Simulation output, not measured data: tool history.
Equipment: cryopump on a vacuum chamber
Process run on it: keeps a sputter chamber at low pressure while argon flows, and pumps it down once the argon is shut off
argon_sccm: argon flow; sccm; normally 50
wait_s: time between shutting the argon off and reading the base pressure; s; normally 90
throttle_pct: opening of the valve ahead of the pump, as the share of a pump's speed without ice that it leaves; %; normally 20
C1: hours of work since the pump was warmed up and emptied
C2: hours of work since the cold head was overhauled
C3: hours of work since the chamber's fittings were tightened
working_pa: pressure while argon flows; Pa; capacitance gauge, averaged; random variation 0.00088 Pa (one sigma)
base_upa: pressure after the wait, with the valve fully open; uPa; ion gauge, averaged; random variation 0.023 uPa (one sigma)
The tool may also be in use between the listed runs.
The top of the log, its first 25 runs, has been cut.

{"run": 26, "hour": 1220.1, "argon_sccm": 29, "wait_s": 201, "throttle_pct": 32, "C1": 584, "C2": 1469, "C3": 905, "working_pa": 0.072, "base_upa": 1.13}
{"run": 27, "hour": 1266.8, "argon_sccm": 50, "wait_s": 281, "throttle_pct": 42, "C1": 610, "C2": 1496, "C3": 931, "working_pa": 0.0974, "base_upa": 1.08}
{"run": 28, "hour": 1316.8, "argon_sccm": 72, "wait_s": 100, "throttle_pct": 56, "C1": 639, "C2": 1524, "C3": 960, "working_pa": 0.1079, "base_upa": 1.41}
{"run": 29, "hour": 1348.8, "argon_sccm": 72, "wait_s": 100, "throttle_pct": 56, "C1": 657, "C2": 1543, "C3": 978, "working_pa": 0.1101, "base_upa": 1.49}
{"run": 30, "hour": 1413.3, "argon_sccm": 72, "wait_s": 100, "throttle_pct": 56, "C1": 694, "C2": 1580, "C3": 1015, "working_pa": 0.1097, "base_upa": 1.54}
{"run": 31, "hour": 1452.0, "argon_sccm": 72, "wait_s": 100, "throttle_pct": 56, "C1": 716, "C2": 1602, "C3": 1037, "working_pa": 0.1113, "base_upa": 1.57}
{"run": 32, "hour": 1487.5, "argon_sccm": 42, "wait_s": 90, "throttle_pct": 17, "C1": 736, "C2": 1622, "C3": 1057, "working_pa": 0.1905, "base_upa": 1.63}
{"run": 33, "hour": 1544.7, "argon_sccm": 42, "wait_s": 90, "throttle_pct": 17, "C1": 769, "C2": 1655, "C3": 1090, "working_pa": 0.1902, "base_upa": 1.69}

Below are 4 alternative next runs, each starting from the tool's condition after run 33. Predict each:
{"run": "A", "hour": 1578.5, "argon_sccm": 81, "wait_s": 90, "throttle_pct": 26, "C1": 788, "C2": 1674, "C3": 1109, "working_pa": "?", "base_upa": "?"}
{"run": "B", "hour": 1578.5, "argon_sccm": 46, "wait_s": 57, "throttle_pct": 28, "C1": 788, "C2": 1674, "C3": 1109, "working_pa": "?", "base_upa": "?"}
{"run": "C", "hour": 1578.5, "argon_sccm": 57, "wait_s": 23, "throttle_pct": 20, "C1": 788, "C2": 1674, "C3": 1109, "working_pa": "?", "base_upa": "?"}
{"run": "D", "hour": 1578.5, "argon_sccm": 23, "wait_s": 22, "throttle_pct": 21, "C1": 788, "C2": 1674, "C3": 1109, "working_pa": "?", "base_upa": "?"}

run=A working_pa=0.2490 base_upa=1.74
run=B working_pa=0.1306 base_upa=2.08
run=C working_pa=0.2230 base_upa=3.44
run=D working_pa=0.0862 base_upa=3.67
Without the tool's hidden state the same runs would have given:
run=A working_pa=0.2265 base_upa=0.74
run=B working_pa=0.1179 base_upa=1.09
run=C working_pa=0.2071 base_upa=2.45
run=D working_pa=0.0798 base_upa=2.64
